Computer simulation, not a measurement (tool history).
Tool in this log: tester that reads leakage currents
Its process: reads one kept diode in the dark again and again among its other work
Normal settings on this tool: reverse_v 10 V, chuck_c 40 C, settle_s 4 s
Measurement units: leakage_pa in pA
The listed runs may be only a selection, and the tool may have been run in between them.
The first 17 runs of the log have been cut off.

At day 28.071: tester calibrated, once more.
Run 18, day 28.542: usual settings but settle_s 1.63 s. Result: leakage_pa 674.76 pA.
Run 19, day 30.208: usual settings but reverse_v 1.7 V. Result: leakage_pa 242.18 pA.
Run 20, day 32.021: usual settings but reverse_v 1.7 V. Result: leakage_pa 243.58 pA.
Run 21, day 34.388: usual settings but reverse_v 1.7 V. Result: leakage_pa 242.52 pA.
Run 22, day 35.821: usual settings but reverse_v 1.8 V, chuck_c 29 C, settle_s 2.16 s. Result: leakage_pa 119.33 pA.
Run 23, day 36.821: usual settings but reverse_v 1.8 V, chuck_c 29 C, settle_s 2.16 s. Result: leakage_pa 119.49 pA.
Run 24, day 38.658: usual settings but reverse_v 1.8 V, chuck_c 29 C, settle_s 2.16 s. Result: leakage_pa 119.76 pA.
Run 25, day 40.692: usual settings but reverse_v 1.8 V, chuck_c 29 C, settle_s 2.16 s. Result: leakage_pa 120.38 pA.
Run 26, day 41.871: usual settings but reverse_v 1.8 V, chuck_c 29 C, settle_s 2.16 s. Result: leakage_pa 120.99 pA.
Run 27, day 42.967: usual settings but reverse_v 1.7 V, chuck_c 29 C, settle_s 2.16 s. Result: leakage_pa 116.68 pA.
Run 28, day 45.217: usual settings but reverse_v 6.3 V, chuck_c 29 C, settle_s 2.99 s. Result: leakage_pa 250.02 pA.
Run 29, day 46.933: usual settings but reverse_v 6.3 V, chuck_c 29 C, settle_s 2.99 s. Result: leakage_pa 249.08 pA.
Run 30, day 48.225: usual settings but settle_s 1.96 s. Result: leakage_pa 688.8 pA.
Run 31, day 49.879: usual settings but reverse_v 1.2 V, settle_s 1.22 s. Result: leakage_pa 200.88 pA.
Run 32, day 51.329: usual settings but reverse_v 1.2 V, chuck_c 36 C, settle_s 3.05 s. Result: leakage_pa 155.22 pA.
Run 33, day 53.133: usual settings but reverse_v 1.2 V, chuck_c 36 C, settle_s 3.05 s. Result: leakage_pa 154.07 pA.
Run 34, day 54.167: usual settings but settle_s 0.87 s. Result: leakage_pa 690.59 pA.
Run 35, day 55.904: usual settings but reverse_v 3.8 V, chuck_c 48 C, settle_s 0.87 s. Result: leakage_pa 658.59 pA.
Run 36, day 57.858: usual settings but reverse_v 3.8 V, chuck_c 48 C, settle_s 0.87 s. Result: leakage_pa 658.91 pA.
Run 37, day 59.971: usual settings but reverse_v 4.1 V, chuck_c 48 C, settle_s 0.43 s. Result: leakage_pa 686.77 pA.
Run 38, day 61.688: usual settings but reverse_v 2.3 V, chuck_c 39 C, settle_s 3.9 s. Result: leakage_pa 277.12 pA.
Run 39, day 63.658: usual settings but chuck_c 22 C. Result: leakage_pa 205.42 pA.
Run 40, day 64.779: usual settings but settle_s 1.5 s. Result: leakage_pa 694.79 pA.

Predict each of these 3 candidate next runs independently; none follows another, all start after run 40:
Run A, day 66.008: usual settings but settle_s 9.9 s. Result: leakage_pa ?.
Run B, day 66.008: usual settings but reverse_v 3.4 V. Result: leakage_pa ?.
Run C, day 66.008: usual settings but reverse_v 8.3 V, settle_s 1.5 s. Result: leakage_pa ?.

run  leakage_pa
  A      696.18
  B      370.82
  C       624.5
Without the tool's hidden state the same runs would have given:
run  leakage_pa
  A      628.65
  B      336.72
  C      564.62
